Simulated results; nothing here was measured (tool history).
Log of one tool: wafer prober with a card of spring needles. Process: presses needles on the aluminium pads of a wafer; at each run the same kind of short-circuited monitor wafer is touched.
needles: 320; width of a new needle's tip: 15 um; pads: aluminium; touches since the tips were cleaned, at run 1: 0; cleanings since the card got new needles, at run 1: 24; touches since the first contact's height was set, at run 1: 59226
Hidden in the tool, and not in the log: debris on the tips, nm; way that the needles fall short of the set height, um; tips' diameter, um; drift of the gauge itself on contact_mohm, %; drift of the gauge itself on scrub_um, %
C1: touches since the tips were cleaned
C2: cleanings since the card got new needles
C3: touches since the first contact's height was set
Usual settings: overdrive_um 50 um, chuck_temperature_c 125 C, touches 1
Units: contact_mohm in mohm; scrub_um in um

Run 1, hour 0.0: usual settings; C1 0; C2 24; C3 59226. Result: contact_mohm 303 mohm, scrub_um 10.64 um.
Run 2, hour 13.2: usual settings but chuck_temperature_c 65 C; C1 7819; C2 24; C3 67045. Result: contact_mohm 449 mohm, scrub_um 10.69 um.
At hour 14.5: tips cleaned on abrasive film.
Run 3, hour 21.3: usual settings; C1 4045; C2 25; C3 71802. Result: contact_mohm 423 mohm, scrub_um 10.65 um.
Run 4, hour 27.2: usual settings; C1 7508; C2 25; C3 75265. Result: contact_mohm 453 mohm, scrub_um 10.68 um.
At hour 29.0: tips cleaned on abrasive film.
Run 5, hour 36.9: usual settings but chuck_temperature_c 51 C; C1 4692; C2 26; C3 80975. Result: contact_mohm 415 mohm, scrub_um 10.64 um.
At hour 43.7: tips cleaned on abrasive film.
At hour 50.0: height of the first contact set anew.
Run 6, hour 51.2: usual settings but chuck_temperature_c 51 C; C1 4301; C2 27; C3 711. Result: contact_mohm 415 mohm, scrub_um 10.75 um.
At hour 58.7: tips cleaned on abrasive film.
Run 7, hour 61.2: usual settings but chuck_temperature_c 51 C; C1 1472; C2 28; C3 6552. Result: contact_mohm 346 mohm, scrub_um 10.75 um.
Run 8, hour 70.0: usual settings; C1 6682; C2 28; C3 11762. Result: contact_mohm 447 mohm, scrub_um 10.70 um.
At hour 73.5: tips cleaned on abrasive film.
Run 9, hour 78.0: usual settings but overdrive_um 61 um; C1 2685; C2 29; C3 16441. Result: contact_mohm 352 mohm, scrub_um 13.08 um.

Run 10 comes next. What will it give?
Run 10, hour 86.2: usual settings but overdrive_um 41 um, chuck_temperature_c 38 C; C1 7537; C2 29; C3 21293. Result: contact_mohm ?, scrub_um ?.

contact_mohm: 517 mohm
scrub_um: 8.76 um
Without the tool's hidden state the same run would have given contact_mohm 268 mohm, scrub_um 8.79 um.
